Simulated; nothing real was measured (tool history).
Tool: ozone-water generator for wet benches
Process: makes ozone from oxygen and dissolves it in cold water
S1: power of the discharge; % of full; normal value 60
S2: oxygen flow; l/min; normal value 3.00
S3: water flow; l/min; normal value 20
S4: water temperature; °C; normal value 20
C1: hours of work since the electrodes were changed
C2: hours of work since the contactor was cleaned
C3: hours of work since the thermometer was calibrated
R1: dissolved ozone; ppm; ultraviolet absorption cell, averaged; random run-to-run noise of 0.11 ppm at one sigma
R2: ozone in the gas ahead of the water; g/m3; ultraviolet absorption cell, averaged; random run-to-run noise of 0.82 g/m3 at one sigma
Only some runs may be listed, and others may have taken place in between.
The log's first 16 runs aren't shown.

Run 17, hour 913.3: usual settings; C1 2375; C2 2893; C3 115. Result: R1 7.9 ppm, R2 123.2 g/m3.
Run 18, hour 968.5: usual settings; C1 2428; C2 2945; C3 168. Result: R1 7.9 ppm, R2 124.1 g/m3.
Run 19, hour 1017.1: usual settings; C1 2474; C2 2992; C3 214. Result: R1 7.9 ppm, R2 124.5 g/m3.
Run 20, hour 1083.3: usual settings but S1 61 % of full, S2 2.21 l/min, S3 28 l/min, S4 17 °C; C1 2537; C2 3055; C3 277. Result: R1 5.4 ppm, R2 149.5 g/m3.
Run 21, hour 1149.4: usual settings but S1 61 % of full, S2 2.21 l/min, S3 28 l/min, S4 17 °C; C1 2600; C2 3118; C3 340. Result: R1 5.3 ppm, R2 150.8 g/m3.
At hour 1173.0: water thermometer calibrated, once more.
Run 22, hour 1185.1: usual settings but S1 89 % of full, S2 2.09 l/min, S3 14 l/min, S4 17 °C; C1 2633; C2 3151; C3 11. Result: R1 15.6 ppm, R2 212.3 g/m3.
Run 23, hour 1249.2: usual settings but S1 69 % of full, S2 2.31 l/min, S3 18 l/min, S4 22 °C; C1 2694; C2 3212; C3 72. Result: R1 9.5 ppm, R2 162.1 g/m3.
Run 24, hour 1320.5: usual settings but S3 23 l/min; C1 2762; C2 3280; C3 140. Result: R1 6.7 ppm, R2 122.7 g/m3.

Run 25 comes next. What will it give?
Run 25, hour 1374.7: usual settings but S3 23 l/min; C1 2814; C2 3331; C3 192. Result: R1 ?, R2 ?.

R1: 6.6 ppm
R2: 122.4 g/m3
With the hidden condition absent and the run-to-run variation left alone, this run would have shown R1 7.3 ppm, R2 130.8 g/m3.

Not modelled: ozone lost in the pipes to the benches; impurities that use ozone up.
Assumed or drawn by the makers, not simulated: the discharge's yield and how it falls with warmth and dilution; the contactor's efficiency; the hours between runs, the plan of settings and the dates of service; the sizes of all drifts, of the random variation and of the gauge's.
